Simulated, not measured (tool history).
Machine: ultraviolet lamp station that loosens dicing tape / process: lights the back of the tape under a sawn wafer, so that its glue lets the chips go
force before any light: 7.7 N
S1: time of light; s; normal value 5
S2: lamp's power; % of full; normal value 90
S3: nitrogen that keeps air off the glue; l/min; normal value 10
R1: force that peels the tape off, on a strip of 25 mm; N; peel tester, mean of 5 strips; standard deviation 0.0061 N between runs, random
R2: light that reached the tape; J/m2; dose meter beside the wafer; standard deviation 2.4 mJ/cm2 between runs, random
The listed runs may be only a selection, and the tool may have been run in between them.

run	hour	S1	S2	S3	R1	R2
1	0	5	90	10	0.281	2110
2	13.6	5	90	10	0.289	2050
3	21.1	5	90	19	0.172	2150
4	30.2	5	90	19	0.176	2050
# hour 33.6: window cleaned of glue's vapour
5	40.2	5	90	19	0.15	2420
6	48.5	5	90	10	0.2	2450
7	58.6	5	90	10	0.211	2420
8	66.2	5	90	10	0.218	2390
9	77.7	5	90	10	0.232	2390
10	92.3	5	90	10	0.212	2390
11	99.3	3	90	10	0.69	1420
12	110.3	5	66	10	0.445	1730
13	124.6	5	66	10	0.424	1730
14	139	5	66	10	0.444	1760
15	150.2	5	66	10	0.443	1710
16	160.1	5	66	10	0.455	1690
17	175.5	5	90	10	0.225	2350
18	184.7	5	90	11	0.215	2270
19	192.8	5	66	10	0.471	1660
20	204.8	5	90	18	0.163	2260
21	215.7	5	90	18	0.157	2270
22	227.1	5	66	10	0.48	1680
23	237.3	5	83	5	0.572	2100
24	252.5	2	62	7	2.949	620
25	263	2	62	7	3.114	640
26	274.9	3	87	10	0.822	1290
27	285.5	5	90	6	0.395	2190
28	299	5	90	9	0.261	2230
29	306.4	9	98	9	0.12	4320
30	317.3	6	98	9	0.17	2850
31	332.2	6	98	9	0.168	2880
32	339.5	2	67	5	3.283	640
33	347.3	5	84	9	0.325	2010
34	357.6	3	77	9	1.23	1110
35	364.6	10	63	9	0.141	3000
36	379.2	7	75	10	0.193	2520
37	391.8	7	63	5	0.538	2110
38	399.5	9	69	3	0.412	2930
39	409.1	9	69	3	0.45	2910

Difference, measured minus no-hidden-state, one row per run. Run-to-run variation is common to both terms; the gauge's own scatter need not be:
Hidden conditions of the tool in this case: lamp's light, % of a new lamp's; light that the window lets through, % of a clean one's; drift of the gauge itself on peel_n, %; drift of the gauge itself on dose_mj_cm2, %.
run	R1	R2
1	+0.101	-570
2	+0.107	-570
3	+0.043	-580
4	+0.044	-590
5	+0.012	-240
6	+0.033	-250
7	+0.035	-260
8	+0.036	-260
9	+0.038	-270
10	+0.04	-290
11	+0.156	-170
12	+0.106	-220
13	+0.108	-230
14	+0.116	-240
15	+0.119	-250
16	+0.123	-260
17	+0.052	-360
18	+0.046	-360
19	+0.138	-270
20	+0.024	-380
21	+0.024	-400
22	+0.149	-300
23	+0.182	-380
24	+0.476	-120
25	+0.512	-120
26	+0.264	-250
27	+0.137	-450
28	+0.084	-450
29	+0.003	-910
30	+0.033	-620
31	+0.034	-640
32	+0.572	-140
33	+0.119	-470
34	+0.408	-270
35	+0.025	-720
36	+0.051	-600
37	+0.219	-530
38	+0.169	-750
39	+0.184	-760

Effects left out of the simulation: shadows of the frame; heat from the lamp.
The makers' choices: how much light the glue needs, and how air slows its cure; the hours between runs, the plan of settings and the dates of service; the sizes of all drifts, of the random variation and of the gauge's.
